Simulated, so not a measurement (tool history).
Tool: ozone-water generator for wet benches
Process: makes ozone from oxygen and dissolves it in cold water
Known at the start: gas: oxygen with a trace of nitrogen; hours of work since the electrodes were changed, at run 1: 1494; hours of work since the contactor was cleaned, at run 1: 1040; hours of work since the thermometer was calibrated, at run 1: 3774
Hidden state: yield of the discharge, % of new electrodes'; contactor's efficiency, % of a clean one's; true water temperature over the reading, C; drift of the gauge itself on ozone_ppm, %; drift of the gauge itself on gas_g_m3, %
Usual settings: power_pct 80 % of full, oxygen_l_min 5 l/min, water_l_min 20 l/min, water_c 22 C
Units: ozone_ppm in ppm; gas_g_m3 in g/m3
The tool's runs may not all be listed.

run,hour,power_pct,oxygen_l_min,water_l_min,water_c,hours of work since the electrodes were changed,hours of work since the contactor was cleaned,hours of work since the thermometer was calibrated,ozone_ppm,gas_g_m3
1,0,80,5,20,22,1494,1040,3774,26.1,268
2,46.6,65,5,20,22,1528,1074,3808,21.8,226.6
3,81.6,65,5,20,22,1554,1100,3833,22,227.8
4,105.9,65,5,20,22,1572,1118,3851,22.1,227.5
5,153.4,80,4.89,20,22,1607,1153,3886,25.5,268.8
6,206.8,80,4.89,20,22,1646,1192,3925,25.9,268
7,231.8,80,4.89,20,22,1664,1210,3943,26,266.5
8,272.8,80,4.89,20,22,1694,1240,3974,26.3,268.5
9,332.2,80,4.89,20,22,1738,1284,4017,25.6,265.9
# hour 343.9: water thermometer calibrated
10,384.3,80,4.89,20,22,1775,1322,30,26,264.4
11,428.6,80,4.89,20,22,1808,1354,62,25.9,262.1
12,458.2,80,7.5,20,22,1830,1376,84,26.1,215.3
13,495,80,7.5,20,22,1857,1403,111,25.8,217.1
14,539.3,80,5,24,22,1889,1435,143,21.5,260.8
15,584.4,80,5,24,22,1922,1468,176,21.7,261
16,631.8,80,8.57,30,22,1957,1503,211,18.3,202.1
# hour 636.9: gauge calibrated
17,662.7,80,8.57,30,22,1979,1526,234,18.1,209.2
18,714,80,8.57,30,22,2017,1563,271,18.3,208.7
19,738.8,54,3.99,31,14,2035,1582,290,12.7,222.2
20,778.4,86,6.69,30,27,2064,1611,319,17.9,247
21,816.3,80,6.45,20,14,2092,1638,346,29.5,235.8
22,858.5,46,6.45,28,14,2123,1669,377,14.1,153.8
23,903.6,46,6.45,28,14,2156,1702,410,13.9,152.6
24,934.1,80,5,22,23,2178,1725,433,23.1,263.1
25,990.7,80,5,22,23,2220,1766,474,22.9,265.5
26,1015.7,68,3.99,20,22,2238,1784,492,22.5,256.1
27,1050.7,80,5,22,22,2264,1810,518,23.7,262.1
28,1075.4,80,5,22,22,2282,1828,536,23.6,264.7
29,1126.8,95,4.5,14,14,2320,1866,574,44.5,313.4

3 ways to go on from here, each from the tool as it stands after run 29. What would each give?
A,1176.8,47,6.84,14,16,2356,1903,610,?,?
B,1176.8,80,5.06,13,25,2356,1903,610,?,?
C,1176.8,80,8.09,12,22,2356,1903,610,?,?

run,ozone_ppm,gas_g_m3
A,25,149.6
B,34.2,259.7
C,35.7,209.4
Without the tool's hidden state the same runs would have given:
run,ozone_ppm,gas_g_m3
A,25,153.3
B,34.2,266.1
C,35.7,214.6
